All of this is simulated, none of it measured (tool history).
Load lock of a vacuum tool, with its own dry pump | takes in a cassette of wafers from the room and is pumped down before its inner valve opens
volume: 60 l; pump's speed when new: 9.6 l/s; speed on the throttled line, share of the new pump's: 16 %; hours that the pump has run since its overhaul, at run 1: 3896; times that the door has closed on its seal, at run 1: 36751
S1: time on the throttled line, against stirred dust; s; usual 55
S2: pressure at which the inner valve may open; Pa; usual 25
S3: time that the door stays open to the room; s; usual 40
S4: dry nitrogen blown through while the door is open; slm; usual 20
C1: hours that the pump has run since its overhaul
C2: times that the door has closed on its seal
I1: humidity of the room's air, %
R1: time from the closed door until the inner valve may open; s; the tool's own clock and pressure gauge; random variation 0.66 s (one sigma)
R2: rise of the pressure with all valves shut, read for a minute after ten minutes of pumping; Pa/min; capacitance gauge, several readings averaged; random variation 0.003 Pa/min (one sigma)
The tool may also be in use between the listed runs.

| run | hour | S1 | S2 | S3 | S4 | C1 | C2 | I1 | R1 | R2 |
|---|---|---|---|---|---|---|---|---|---|---|
| 1 | 0 | 55 | 25 | 40 | 20 | 3896 | 36751 | 44.4 | 99 | 0.482 |
| 2 | 152.3 | 31 | 25 | 40 | 20 | 4048 | 37338 | 46.3 | 78.7 | 0.491 |
| 3 | 265 | 31 | 25 | 40 | 20 | 4161 | 37773 | 44.3 | 79.1 | 0.491 |
| 4 | 437.5 | 55 | 22 | 40 | 20 | 4333 | 38437 | 45.9 | 100.4 | 0.517 |
| 5 | 616.3 | 55 | 25 | 40 | 20 | 4512 | 39127 | 46 | 100.2 | 0.53 |
| 6 | 749.7 | 55 | 25 | 40 | 20 | 4646 | 39641 | 43.3 | 99.1 | 0.554 |
| 7 | 857 | 55 | 25 | 40 | 20 | 4753 | 40055 | 44.2 | 100.6 | 0.558 |
| 8 | 1027 | 55 | 25 | 40 | 17 | 4923 | 40710 | 46 | 99.1 | 0.573 |
| 9 | 1151.6 | 55 | 25 | 40 | 17 | 5048 | 41190 | 45.5 | 99 | 0.585 |
| 10 | 1224.6 | 55 | 25 | 40 | 16 | 5121 | 41472 | 44.3 | 100.7 | 0.582 |
| 11 | 1309.5 | 55 | 25 | 40 | 16 | 5205 | 41799 | 43.6 | 100.1 | 0.595 |
| 12 | 1484.9 | 55 | 25 | 40 | 16 | 5381 | 42475 | 46.8 | 99.1 | 0.612 |
| 13 | 1635.8 | 52 | 46 | 83 | 20 | 5532 | 43057 | 44.1 | 93.9 | 0.635 |
| 14 | 1792.3 | 57 | 25 | 40 | 20 | 5688 | 43660 | 46.1 | 100.7 | 0.619 |
| 15 | 1960.8 | 76 | 26 | 40 | 20 | 5857 | 44309 | 44.3 | 117 | 0.664 |
| 16 | 2086.3 | 94 | 21 | 40 | 20 | 5982 | 44793 | 46.3 | 133.8 | 0.657 |
| 17 | 2207.1 | 94 | 21 | 40 | 20 | 6103 | 45259 | 46 | 133.8 | 0.687 |
| 18 | 2329.3 | 94 | 21 | 40 | 20 | 6225 | 45730 | 47.8 | 131.5 | 0.688 |
| 19 | 2409.3 | 94 | 21 | 40 | 20 | 6305 | 46038 | 41.5 | 134.8 | 0.701 |

Forecast each of these 4 alternatives for the next run:
| A | 2490.7 | 56 | 25 | 40 | 34 | 6387 | 46352 | 43.5 | ? | ? |
| B | 2490.7 | 94 | 21 | 40 | 20 | 6387 | 46352 | 42.3 | ? | ? |
| C | 2490.7 | 44 | 25 | 160 | 31 | 6387 | 46352 | 42 | ? | ? |
| D | 2490.7 | 94 | 21 | 77 | 20 | 6387 | 46352 | 48.7 | ? | ? |

| run | R1 | R2 |
|---|---|---|
| A | 101.2 | 0.697 |
| B | 133.8 | 0.704 |
| C | 91 | 0.718 |
| D | 134.6 | 0.711 |
Without the tool's hidden state the same runs would have given:
| run | R1 | R2 |
|---|---|---|
| A | 99.4 | 0.018 |
| B | 132.1 | 0.02 |
| C | 89.1 | 0.029 |
| D | 132.9 | 0.025 |
